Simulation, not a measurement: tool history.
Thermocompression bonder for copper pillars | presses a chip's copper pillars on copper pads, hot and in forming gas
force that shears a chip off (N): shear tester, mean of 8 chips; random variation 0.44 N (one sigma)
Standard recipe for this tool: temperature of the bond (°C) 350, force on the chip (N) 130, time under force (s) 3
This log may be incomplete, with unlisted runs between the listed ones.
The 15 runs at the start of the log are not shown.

run    hour  temperature of the bond (°C)  force on the chip (N)  time under force (s)  force that shears a chip off (N)
 16   746.3                           350                     86                     3                              29.3
 17   803.6                           350                     86                     3                              28.3
 18   848.0                           350                     86                     3                              28.2
 19   910.2                           350                    169                     3                              43.2
 20   975.0                           350                    169                     3                              44.0
 21  1036.4                           331                     89                     2                              21.5
 22  1079.7                           331                    137                     5                              40.1
 23  1110.0                           377                    137                     5                              53.8
 24  1156.1                           349                    130                     3                              37.3
 25  1211.0                           349                    130                     3                              36.2
     1249.1  -- heater calibrated with a thermocouple chip
 26  1267.7                           375                    130                     3                              43.7
 27  1299.3                           352                    130                     3                              37.2
 28  1340.2                           352                     80                     5                              34.2
 29  1377.5                           352                     80                     5                              33.7
 30  1427.0                           352                    180                     5                              53.6
     1442.9  -- forming gas filter changed
 31  1459.9                           321                    187                     3                              37.2
 32  1489.4                           366                    159                     3                              47.0
 33  1526.1                           330                     89                     3                              25.4
 34  1569.7                           379                    159                     2                              44.0
 35  1638.9                           379                    159                     2                              44.3
 36  1676.8                           379                    159                     3                              49.9
 37  1718.4                           350                    130                     4                              41.6
 38  1787.5                           350                    130                     4                              41.2
 39  1843.7                           350                    130                     4                              41.2

Forecast each of these 5 alternatives for the next run:
  A  1898.3                           350                     84                     3                                 ?
  B  1898.3                           336                     82                     5                                 ?
  C  1898.3                           345                    132                     8                                 ?
  D  1898.3                           350                    114                     6                                 ?
  E  1898.3                           350                    130                     5                                 ?

run  force that shears a chip off (N)
  A                              28.0
  B                              30.3
  C                              52.2
  D                              45.4
  E                              45.3
The same runs, with their run-to-run variation unchanged, on a tool lacking any hidden condition would have given:
run  force that shears a chip off (N)
  A                              28.1
  B                              30.4
  C                              52.3
  D                              45.5
  E                              45.3
